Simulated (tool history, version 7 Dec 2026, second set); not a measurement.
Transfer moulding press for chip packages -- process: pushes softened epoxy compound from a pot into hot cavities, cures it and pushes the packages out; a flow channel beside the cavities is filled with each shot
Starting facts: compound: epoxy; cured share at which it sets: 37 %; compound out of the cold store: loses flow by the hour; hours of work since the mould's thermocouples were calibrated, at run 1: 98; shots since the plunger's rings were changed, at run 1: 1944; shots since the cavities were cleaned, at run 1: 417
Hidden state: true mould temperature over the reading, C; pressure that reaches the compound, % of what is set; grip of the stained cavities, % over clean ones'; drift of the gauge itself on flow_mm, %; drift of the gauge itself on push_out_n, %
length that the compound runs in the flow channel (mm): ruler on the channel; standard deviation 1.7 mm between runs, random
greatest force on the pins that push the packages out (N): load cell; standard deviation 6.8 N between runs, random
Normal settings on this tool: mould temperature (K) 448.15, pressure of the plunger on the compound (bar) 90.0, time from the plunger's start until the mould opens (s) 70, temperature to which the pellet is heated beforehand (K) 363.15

run	day	mould temperature (K)	pressure of the plunger on the compound (bar)	time from the plunger's start until the mould opens (s)	temperature to which the pellet is heated beforehand (K)	hours of work since the mould's thermocouples were calibrated	shots since the plunger's rings were changed	shots since the cavities were cleaned	incoming compound's hours out of the cold store	length that the compound runs in the flow channel (mm)	greatest force on the pins that push the packages out (N)
1	0.000	448.15	90.0	70	363.15	98	1944	417	9.6	741	284
2	0.258	451.15	90.0	70	363.15	103	2051	524	22.0	705	254
# day 0.562: cavities cleaned with cleaning compound and waxed
3	0.612	451.15	90.0	70	363.15	108	2172	19	15.5	719	259
4	0.796	451.15	90.0	70	363.15	112	2250	97	8.2	736	264
5	0.975	451.15	90.0	70	363.15	115	2324	171	26.6	695	251
6	1.229	451.15	90.0	70	363.15	120	2430	277	45.1	657	262
7	1.588	451.15	90.0	89	363.15	126	2579	426	41.3	661	244
8	1.879	451.15	90.0	89	363.15	132	2701	548	13.0	724	251
# day 2.100: cavities cleaned with cleaning compound and waxed
9	2.246	451.15	90.0	89	363.15	137	2826	60	45.1	658	243
10	2.608	451.15	90.0	89	363.15	144	2977	211	13.9	725	255
11	2.988	448.15	90.0	70	363.15	151	3136	370	39.2	676	288
12	3.158	448.15	90.0	70	363.15	154	3207	441	34.9	684	272
13	3.346	448.15	90.0	70	363.15	157	3285	519	34.2	688	276
# day 3.667: cavities cleaned with cleaning compound and waxed
14	3.800	448.15	90.0	109	363.15	164	3447	56	39.5	675	249
15	3.975	448.15	90.0	109	363.15	167	3519	128	30.4	697	245
16	4.279	448.15	76.9	55	363.15	173	3646	255	33.2	635	399
17	4.525	448.15	76.9	55	363.15	177	3749	358	18.0	666	425
18	4.875	448.15	90.0	71	363.15	184	3894	503	29.1	697	280
# day 5.217: cavities cleaned with cleaning compound and waxed
19	5.217	443.15	90.0	70	368.15	189	4010	0	15.8	739	350
20	5.450	448.15	81.8	70	372.15	193	4107	97	24.6	671	279
21	5.692	445.15	90.0	82	355.15	197	4209	199	17.3	733	259
22	6.021	445.15	96.8	82	355.15	203	4345	335	20.4	758	260
23	6.200	449.15	90.0	72	353.15	207	4420	410	22.4	709	261
24	6.421	449.15	90.0	72	353.15	211	4511	501	34.0	684	261
25	6.621	443.15	75.5	89	368.15	214	4595	585	41.9	627	254
# day 6.758: cavities cleaned with cleaning compound and waxed
26	6.983	448.15	90.0	70	358.15	220	4720	94	47.4	660	277
27	7.350	444.15	68.2	70	361.15	226	4871	245	47.3	581	321
28	7.662	449.15	86.4	67	363.15	232	5003	377	9.6	726	280

Hidden condition of the tool, last listed run before each entry between runs versus first listed run after:
Logged between run 2 and run 3: cavities cleaned with cleaning compound and waxed (day 0.562)
  pressure that reaches the compound, % of what is set: 99.91 -> 99.9; grip of the stained cavities, % over clean ones': 1.2 -> 0.1
Logged between run 8 and run 9: cavities cleaned with cleaning compound and waxed (day 2.100)
  grip of the stained cavities, % over clean ones': 1.2 -> 0.3
Logged between run 13 and run 14: cavities cleaned with cleaning compound and waxed (day 3.667)
  pressure that reaches the compound, % of what is set: 99.86 -> 99.85; grip of the stained cavities, % over clean ones': 1.2 -> 0.3
Logged between run 18 and run 19: cavities cleaned with cleaning compound and waxed (day 5.217)
  true mould temperature over the reading, C: 0 -> 0.01; pressure that reaches the compound, % of what is set: 99.84 -> 99.83; grip of the stained cavities, % over clean ones': 1.2 -> 0
Logged between run 25 and run 26: cavities cleaned with cleaning compound and waxed (day 6.758)
  grip of the stained cavities, % over clean ones': 1.3 -> 0.3

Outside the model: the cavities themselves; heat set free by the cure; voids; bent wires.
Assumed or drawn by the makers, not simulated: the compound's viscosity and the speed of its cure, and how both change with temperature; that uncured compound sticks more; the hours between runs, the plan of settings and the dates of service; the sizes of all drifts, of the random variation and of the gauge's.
